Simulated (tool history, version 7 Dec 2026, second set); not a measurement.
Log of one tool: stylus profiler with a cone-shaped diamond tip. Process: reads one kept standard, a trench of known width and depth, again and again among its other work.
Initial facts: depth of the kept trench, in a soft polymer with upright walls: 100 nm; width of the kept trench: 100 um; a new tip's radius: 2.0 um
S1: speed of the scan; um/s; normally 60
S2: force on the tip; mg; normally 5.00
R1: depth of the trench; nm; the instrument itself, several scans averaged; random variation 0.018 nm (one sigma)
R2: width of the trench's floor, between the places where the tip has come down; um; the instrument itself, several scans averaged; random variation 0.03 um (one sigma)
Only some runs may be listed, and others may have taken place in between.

run	hour	S1	S2	R1	R2
1	0.0	60	5.00	102.37	98.41
2	11.9	60	11.20	103.93	98.41
3	24.3	25	5.00	102.33	98.49
4	40.7	25	2.51	101.54	98.48
5	63.7	60	5.00	102.33	98.36
6	77.7	60	5.00	102.33	98.39
7	94.6	60	5.00	102.38	98.37
8	111.2	60	5.00	102.36	98.41
9	124.1	60	5.00	102.34	98.37
10	141.0	60	6.16	102.68	98.35
11	163.7	60	6.16	102.68	98.43
12	174.5	60	4.57	102.26	98.33
13	185.1	60	4.57	102.23	98.39
14	206.4	60	3.00	101.75	98.31
15	228.1	60	7.66	103.09	98.34
16	251.6	60	7.66	103.10	98.39
17	268.2	25	5.01	102.39	98.44
# hour 270.6: height scale calibrated on a step standard
18	281.2	25	5.80	102.72	98.44
19	293.4	18	3.53	102.01	98.48
20	311.1	18	3.53	102.00	98.52
21	320.9	18	3.53	102.01	98.49
22	336.3	18	3.53	102.03	98.45
23	346.7	108	2.72	101.76	98.02
# hour 348.8: height scale calibrated on a step standard, once more
24	368.5	187	1.72	101.14	97.44
25	388.4	51	2.60	101.48	98.27
26	400.4	51	2.60	101.49	98.32

Here are 3 independent what-if runs from the current tool condition. What would each one return?
A	416.4	64	6.45	?	?
B	416.4	62	10.37	?	?
C	416.4	66	5.06	?	?

run	R1	R2
A	102.67	98.34
B	103.65	98.39
C	102.27	98.27
Without the tool's unlogged condition, the same runs would have read:
run	R1	R2
A	102.61	98.56
B	103.59	98.62
C	102.21	98.49
